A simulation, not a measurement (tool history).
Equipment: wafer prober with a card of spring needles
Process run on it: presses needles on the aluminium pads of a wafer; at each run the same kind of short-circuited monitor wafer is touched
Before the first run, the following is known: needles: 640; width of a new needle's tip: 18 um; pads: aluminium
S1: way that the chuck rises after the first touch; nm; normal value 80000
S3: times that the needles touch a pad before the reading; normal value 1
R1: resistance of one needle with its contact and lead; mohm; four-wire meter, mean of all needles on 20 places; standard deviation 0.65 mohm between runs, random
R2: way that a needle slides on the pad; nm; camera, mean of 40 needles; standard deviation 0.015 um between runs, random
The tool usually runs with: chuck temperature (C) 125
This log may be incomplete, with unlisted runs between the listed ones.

run 1 day=0.000 | S1=80000 chuck_temperature_(C)=125 S3=1 | R1=187.4 R2=16810
-- day=0.312 tips cleaned on abrasive film
-- day=0.704 tips cleaned on abrasive film
run 2 day=0.704 | S1=80000 chuck_temperature_(C)=54 S3=1 | R1=173.0 R2=16870
-- day=1.129 tips cleaned on abrasive film
-- day=1.500 tips cleaned on abrasive film
-- day=1.871 tips cleaned on abrasive film
run 3 day=2.012 | S1=80000 chuck_temperature_(C)=54 S3=1 | R1=172.9 R2=16900
-- day=2.246 tips cleaned on abrasive film
-- day=2.667 tips cleaned on abrasive film
-- day=3.033 tips cleaned on abrasive film
run 4 day=3.175 | S1=80000 chuck_temperature_(C)=54 S3=1 | R1=173.1 R2=16860
-- day=3.421 tips cleaned on abrasive film
-- day=3.842 tips cleaned on abrasive film
run 5 day=4.075 | S1=80000 chuck_temperature_(C)=44 S3=1 | R1=171.9 R2=16870
-- day=4.229 tips cleaned on abrasive film
-- day=4.500 height of the first contact set anew
-- day=4.667 tips cleaned on abrasive film
-- day=5.046 tips cleaned on abrasive film
run 6 day=5.188 | S1=80000 chuck_temperature_(C)=44 S3=1 | R1=173.2 R2=16870
-- day=5.412 tips cleaned on abrasive film
-- day=5.788 tips cleaned on abrasive film
-- day=6.229 tips cleaned on abrasive film
run 7 day=6.346 | S1=80000 chuck_temperature_(C)=44 S3=1 | R1=174.0 R2=16890
-- day=6.650 tips cleaned on abrasive film
-- day=7.029 tips cleaned on abrasive film
-- day=7.412 tips cleaned on abrasive film
run 8 day=7.542 | S1=80000 chuck_temperature_(C)=44 S3=1 | R1=172.5 R2=16850
-- day=7.783 tips cleaned on abrasive film
-- day=8.225 tips cleaned on abrasive film
run 9 day=8.579 | S1=80000 chuck_temperature_(C)=44 S3=1 | R1=173.4 R2=16850
-- day=8.675 tips cleaned on abrasive film
-- day=9.096 tips cleaned on abrasive film
-- day=9.462 tips cleaned on abrasive film
-- day=9.867 tips cleaned on abrasive film
run 10 day=9.871 | S1=80000 chuck_temperature_(C)=44 S3=1 | R1=173.3 R2=16880
-- day=10.267 tips cleaned on abrasive film
-- day=10.696 tips cleaned on abrasive film
run 11 day=11.050 | S1=80000 chuck_temperature_(C)=44 S3=1 | R1=175.4 R2=16860
-- day=11.146 tips cleaned on abrasive film
-- day=11.575 tips cleaned on abrasive film
-- day=12.017 tips cleaned on abrasive film
run 12 day=12.025 | S1=85000 chuck_temperature_(C)=125 S3=1 | R1=188.2 R2=17910
-- day=12.454 tips cleaned on abrasive film
run 13 day=12.779 | S1=85000 chuck_temperature_(C)=125 S3=1 | R1=189.7 R2=17920
-- day=12.871 tips cleaned on abrasive film
-- day=13.312 tips cleaned on abrasive film
run 14 day=13.492 | S1=80000 chuck_temperature_(C)=125 S3=1 | R1=188.8 R2=16840
-- day=13.700 tips cleaned on abrasive film
-- day=14.133 tips cleaned on abrasive film
-- day=14.558 tips cleaned on abrasive film
run 15 day=14.600 | S1=63000 chuck_temperature_(C)=125 S3=1 | R1=192.1 R2=13280
-- day=14.933 tips cleaned on abrasive film
-- day=15.321 tips cleaned on abrasive film
-- day=15.754 tips cleaned on abrasive film
run 16 day=15.758 | S1=63000 chuck_temperature_(C)=125 S3=1 | R1=192.7 R2=13270
-- day=16.158 tips cleaned on abrasive film
-- day=16.592 tips cleaned on abrasive film
run 17 day=16.900 | S1=78000 chuck_temperature_(C)=83 S3=2 | R1=182.9 R2=16420
-- day=16.992 tips cleaned on abrasive film
-- day=17.133 height of the first contact set anew
-- day=17.433 tips cleaned on abrasive film
-- day=17.858 tips cleaned on abrasive film
run 18 day=17.862 | S1=84000 chuck_temperature_(C)=31 S3=3 | R1=171.8 R2=17720
-- day=18.254 tips cleaned on abrasive film
-- day=18.671 tips cleaned on abrasive film
run 19 day=18.854 | S1=84000 chuck_temperature_(C)=31 S3=3 | R1=171.7 R2=17720
-- day=19.083 tips cleaned on abrasive film
-- day=19.450 tips cleaned on abrasive film
run 20 day=19.646 | S1=87000 chuck_temperature_(C)=70 S3=2 | R1=178.6 R2=18340
-- day=19.904 tips cleaned on abrasive film
-- day=20.317 tips cleaned on abrasive film
run 21 day=20.454 | S1=93000 chuck_temperature_(C)=92 S3=1 | R1=183.0 R2=19620
-- day=20.729 tips cleaned on abrasive film
-- day=21.146 tips cleaned on abrasive film
run 22 day=21.196 | S1=93000 chuck_temperature_(C)=92 S3=1 | R1=182.9 R2=19630
-- day=21.554 tips cleaned on abrasive film
-- day=22.004 tips cleaned on abrasive film
run 23 day=22.229 | S1=68000 chuck_temperature_(C)=35 S3=1 | R1=174.5 R2=14320
-- day=22.400 tips cleaned on abrasive film
-- day=22.829 tips cleaned on abrasive film
run 24 day=23.167 | S1=80000 chuck_temperature_(C)=35 S3=1 | R1=174.1 R2=16850
-- day=23.229 tips cleaned on abrasive film
-- day=23.675 tips cleaned on abrasive film
-- day=24.042 tips cleaned on abrasive film
run 25 day=24.242 | S1=83000 chuck_temperature_(C)=77 S3=2 | R1=182.5 R2=17510
-- day=24.408 tips cleaned on abrasive film
-- day=24.792 tips cleaned on abrasive film
run 26 day=25.017 | S1=83000 chuck_temperature_(C)=77 S3=2 | R1=182.1 R2=17500
-- day=25.196 tips cleaned on abrasive film
-- day=25.375 gauge calibrated
-- day=25.642 tips cleaned on abrasive film
run 27 day=25.842 | S1=68000 chuck_temperature_(C)=41 S3=2 | R1=172.9 R2=14320
-- day=26.017 tips cleaned on abrasive film
-- day=26.383 tips cleaned on abrasive film
-- day=26.804 tips cleaned on abrasive film
run 28 day=27.017 | S1=74000 chuck_temperature_(C)=51 S3=1 | R1=173.4 R2=15590
-- day=27.204 tips cleaned on abrasive film
-- day=27.617 tips cleaned on abrasive film
-- day=28.058 tips cleaned on abrasive film
run 29 day=28.192 | S1=99000 chuck_temperature_(C)=122 S3=2 | R1=183.7 R2=20860

Forecast each of these 3 alternatives for the next run:
-- day=28.454 tips cleaned on abrasive film
run A day=28.783 | S1=75000 chuck_temperature_(C)=122 S3=1 | R1=? R2=?
-- day=28.454 tips cleaned on abrasive film
run B day=28.783 | S1=91000 chuck_temperature_(C)=51 S3=2 | R1=? R2=?
-- day=28.454 tips cleaned on abrasive film
run C day=28.783 | S1=80000 chuck_temperature_(C)=28 S3=3 | R1=? R2=?

run=A R1=187.3 R2=15810
run=B R1=172.2 R2=19180
run=C R1=169.7 R2=16850
Without the tool's unlogged condition, the same runs would have read:
run=A R1=186.3 R2=15820
run=B R1=171.4 R2=19190
run=C R1=168.9 R2=16860
